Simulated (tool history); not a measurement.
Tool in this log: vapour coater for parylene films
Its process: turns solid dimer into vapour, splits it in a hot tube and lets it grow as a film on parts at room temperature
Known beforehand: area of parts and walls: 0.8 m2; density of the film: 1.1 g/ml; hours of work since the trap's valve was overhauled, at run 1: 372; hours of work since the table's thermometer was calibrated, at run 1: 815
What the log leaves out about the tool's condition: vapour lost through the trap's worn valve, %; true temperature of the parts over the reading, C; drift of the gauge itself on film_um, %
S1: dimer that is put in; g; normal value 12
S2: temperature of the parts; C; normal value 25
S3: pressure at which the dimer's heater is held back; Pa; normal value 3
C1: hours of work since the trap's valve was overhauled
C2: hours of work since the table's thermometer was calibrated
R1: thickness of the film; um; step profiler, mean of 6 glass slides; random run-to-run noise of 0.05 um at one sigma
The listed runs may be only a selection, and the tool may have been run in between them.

run     day  S1  S2     S3   C1    C2     R1
  1       0  12  25      3  372   815   8.41
      1.988  -- trap's valve overhauled
  2   2.629  12  25      3    7   842   9.03
  3   4.679  12  25      3   30   865   8.99
  4   6.362  12  25      3   48   883   9.01
  5   7.925  12  25      3   66   900   8.93
  6  10.004  12  25   4.17   89   923   8.36
  7   12.05  12  25   4.17  111   946   8.35
  8  13.667  12  25   4.17  129   964   8.31
  9  15.067  12  25      3  145   979   8.92
 10  16.638  12  25      3  162   997   8.83
 11  18.425  12  35      3  182  1017    7.4
 12  20.296  12  35      3  203  1037   7.38
 13  22.746  12  21      3  230  1064    9.2
 14  24.608  12  25      3  250  1085   8.56
 15  26.429  12  25      3  270  1105   8.62
 16  28.208  21  25      3  290  1125  14.96
 17  29.938  21  25   2.93  309  1144  14.82
 18  31.383  21  25   2.93  325  1160  14.95
 19  32.754   6  25      3  340  1175   4.22
 20  35.088  16  25      3  366  1201   11.2
 21  36.758  12  25   4.69  385  1220   7.62
     37.588  -- trap's valve overhauled
 22  37.992  12  30      3    4  1231   8.25
 23  39.246  12  30      3   18  1245   8.34
 24  40.717   7  20      3   35  1262    5.7
 25  42.067   7  31    6.2   50  1276   4.06
 26  43.417   6  25   3.53   65  1291   4.32
 27  44.875   6  25   3.53   81  1308    4.3
 28  47.371   6  25   7.97  108  1335   3.67
 29  48.771   8  24   4.84  124  1351   5.41
 30  50.321  16  34  11.21  141  1368   7.77
 31  52.479  12  20  11.04  165  1392   7.34
 32  54.188  12  31   5.12  184  1411   7.09
 33  55.508  12  31   5.12  198  1425   7.05
 34  57.771  12  31   5.12  223  1450   6.98
 35   60.15  16  26   2.02  250  1477  12.11
 36  61.475  14  27   3.22  264  1491   9.51
 37  62.992  12  33   3.81  281  1508   7.18
 38  64.946  18  31   3.81  303  1530  10.97
 39  66.683  14  29      3  322  1549   9.15
 40  68.354  14  29      3  340  1567   9.07
 41  69.538   7  23      3  354  1580   5.06
 42  71.708  12  19      3  378  1605   9.19
     73.204  -- trap's valve overhauled
 43  74.167  16  21   2.32   11  1630   13.5
 44  76.183  18  36      3   33  1652   11.2
 45  78.396  10  21   7.11   57  1677   6.68
 46  79.879  10  21   7.11   74  1693   6.63

Below are 5 alternative next runs, each starting from the tool's condition after run 46. Predict each:
  A  81.288  16  21   2.74  89  1709   ?
  B  81.288  12  30      3  89  1709   ?
  C  81.288   6  21  11.11  89  1709   ?
  D  81.288   9  17   2.26  89  1709   ?
  E  81.288  21  17  10.99  89  1709   ?

run     R1
  A  12.79
  B   8.12
  C   3.66
  D   7.88
  E  13.65
Had the tool no hidden state, the same runs would have come out as:
run     R1
  A  13.29
  B   8.44
  C   3.81
  D   8.18
  E  14.18

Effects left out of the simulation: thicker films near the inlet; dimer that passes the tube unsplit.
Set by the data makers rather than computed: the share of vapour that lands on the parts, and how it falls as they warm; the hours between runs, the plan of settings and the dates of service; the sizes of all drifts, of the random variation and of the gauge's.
